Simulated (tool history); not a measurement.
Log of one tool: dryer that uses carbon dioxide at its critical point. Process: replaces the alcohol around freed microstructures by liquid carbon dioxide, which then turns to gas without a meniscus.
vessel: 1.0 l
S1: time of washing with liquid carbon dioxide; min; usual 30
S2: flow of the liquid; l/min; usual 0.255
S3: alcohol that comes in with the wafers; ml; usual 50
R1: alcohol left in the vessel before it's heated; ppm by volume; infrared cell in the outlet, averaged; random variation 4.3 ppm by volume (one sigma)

run 1 hour=0 | S1=30 S2=0.255 S3=50 | R1=64
run 2 hour=8.7 | S1=30 S2=0.255 S3=50 | R1=69
run 3 hour=17.7 | S1=30 S2=0.255 S3=50 | R1=66
run 4 hour=21.7 | S1=30 S2=0.255 S3=50 | R1=69
run 5 hour=31 | S1=30 S2=0.255 S3=50 | R1=67
run 6 hour=37.9 | S1=30 S2=0.198 S3=50 | R1=248
run 7 hour=44.1 | S1=30 S2=0.198 S3=50 | R1=253
run 8 hour=51.8 | S1=30 S2=0.198 S3=50 | R1=252
run 9 hour=57.6 | S1=21 S2=0.198 S3=50 | R1=1169
run 10 hour=65.1 | S1=21 S2=0.198 S3=50 | R1=1185
run 11 hour=71.1 | S1=30 S2=0.255 S3=50 | R1=74
run 12 hour=77.2 | S1=39 S2=0.255 S3=50 | R1=20
run 13 hour=83.4 | S1=39 S2=0.255 S3=50 | R1=26
run 14 hour=91.8 | S1=39 S2=0.255 S3=83 | R1=32
run 15 hour=99.5 | S1=39 S2=0.255 S3=83 | R1=32
run 16 hour=107.2 | S1=30 S2=0.255 S3=50 | R1=80
run 17 hour=111.3 | S1=30 S2=0.255 S3=50 | R1=73
run 18 hour=117.1 | S1=30 S2=0.255 S3=50 | R1=78
run 19 hour=124.5 | S1=30 S2=0.255 S3=50 | R1=82
run 20 hour=132.5 | S1=30 S2=0.255 S3=50 | R1=79
run 21 hour=137.4 | S1=30 S2=0.255 S3=50 | R1=78
run 22 hour=144.4 | S1=30 S2=0.255 S3=50 | R1=82
run 23 hour=150.6 | S1=31 S2=0.255 S3=51 | R1=75
run 24 hour=155 | S1=30 S2=0.325 S3=46 | R1=31
run 25 hour=163.1 | S1=30 S2=0.17 S3=101 | R1=1036
run 26 hour=168.4 | S1=30 S2=0.279 S3=50 | R1=55
run 27 hour=176.7 | S1=30 S2=0.279 S3=50 | R1=58
run 28 hour=181.8 | S1=34 S2=0.212 S3=79 | R1=154
run 29 hour=186.1 | S1=38 S2=0.276 S3=75 | R1=32
run 30 hour=190 | S1=23 S2=0.202 S3=36 | R1=586
run 31 hour=197.9 | S1=23 S2=0.202 S3=36 | R1=594
run 32 hour=203 | S1=23 S2=0.202 S3=36 | R1=608
run 33 hour=207 | S1=23 S2=0.202 S3=36 | R1=594
run 34 hour=213.3 | S1=30 S2=0.269 S3=50 | R1=60
run 35 hour=218.3 | S1=18 S2=0.163 S3=50 | R1=3605
run 36 hour=224.4 | S1=18 S2=0.163 S3=50 | R1=3636
run 37 hour=228.2 | S1=44 S2=0.274 S3=36 | R1=23
run 38 hour=232.1 | S1=19 S2=0.4 S3=40 | R1=84
run 39 hour=238.5 | S1=28 S2=0.255 S3=50 | R1=120

3 ways to go on from here, each from the tool as it stands after run 39. What would each give?
run A hour=245.7 | S1=39 S2=0.186 S3=37 | R1=?
run B hour=245.7 | S1=30 S2=0.249 S3=50 | R1=?
run C hour=245.7 | S1=30 S2=0.186 S3=95 | R1=?

run=A R1=78
run=B R1=96
run=C R1=696
Without the tool's hidden state the same runs would have given:
run=A R1=44
run=B R1=57
run=C R1=528

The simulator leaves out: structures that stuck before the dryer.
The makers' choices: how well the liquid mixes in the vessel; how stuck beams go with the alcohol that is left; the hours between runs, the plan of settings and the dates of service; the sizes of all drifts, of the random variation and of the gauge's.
